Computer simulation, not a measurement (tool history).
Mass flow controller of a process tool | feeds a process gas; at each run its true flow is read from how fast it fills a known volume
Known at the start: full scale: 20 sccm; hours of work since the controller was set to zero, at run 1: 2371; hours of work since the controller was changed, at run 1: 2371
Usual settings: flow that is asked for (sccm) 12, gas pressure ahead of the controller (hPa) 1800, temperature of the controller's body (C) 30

run	hour	flow that is asked for (sccm)	gas pressure ahead of the controller (hPa)	temperature of the controller's body (C)	hours of work since the controller was set to zero	hours of work since the controller was changed	true flow (%)
1	0	12	1800	30	2371	2371	101.74
2	105.6	12	1800	33	2439	2439	102.09
3	270.8	12	1800	33	2545	2545	102.18
4	384.9	12	1800	33	2618	2618	102.27
5	566.3	12	1800	33	2734	2734	102.32
6	769.8	12	1720	30	2865	2865	102.11
7	932.9	12	1800	23	2969	2969	101.32
8	1131	12	1800	30	3096	3096	102.3
9	1230.6	12	1800	30	3160	3160	102.37
10	1385.4	12	1800	30	3259	3259	102.34
11	1551.6	12	1800	30	3365	3365	102.45
12	1662.3	12	1800	30	3436	3436	102.56
13	1803.8	8	1670	23	3527	3527	102.44
14	1966.8	8	1670	23	3631	3631	102.47
15	2069.5	8	1670	23	3697	3697	102.48
16	2230.3	12	1520	30	3800	3800	102.79
17	2436.5	12	1520	30	3932	3932	102.97
18	2617.7	10	2360	20	4048	4048	101.85
19	2823.2	10	2460	27	4180	4180	102.77
20	2934	7	2460	31	4251	4251	103.89
21	3128.6	7	2460	31	4376	4376	104.24

4 ways to go on from here, each from the tool as it stands after run 21. What would each give?
A	3304.5	7	1800	28	4488	4488	?
B	3304.5	8	1950	37	4488	4488	?
C	3304.5	16	2640	22	4488	4488	?
D	3304.5	5	1570	31	4488	4488	?

run	true flow (%)
A	104.05
B	104.61
C	101.71
D	105.85
Without the tool's hidden state the same runs would have given:
run	true flow (%)
A	99.75
B	100.73
C	99.26
D	100.23

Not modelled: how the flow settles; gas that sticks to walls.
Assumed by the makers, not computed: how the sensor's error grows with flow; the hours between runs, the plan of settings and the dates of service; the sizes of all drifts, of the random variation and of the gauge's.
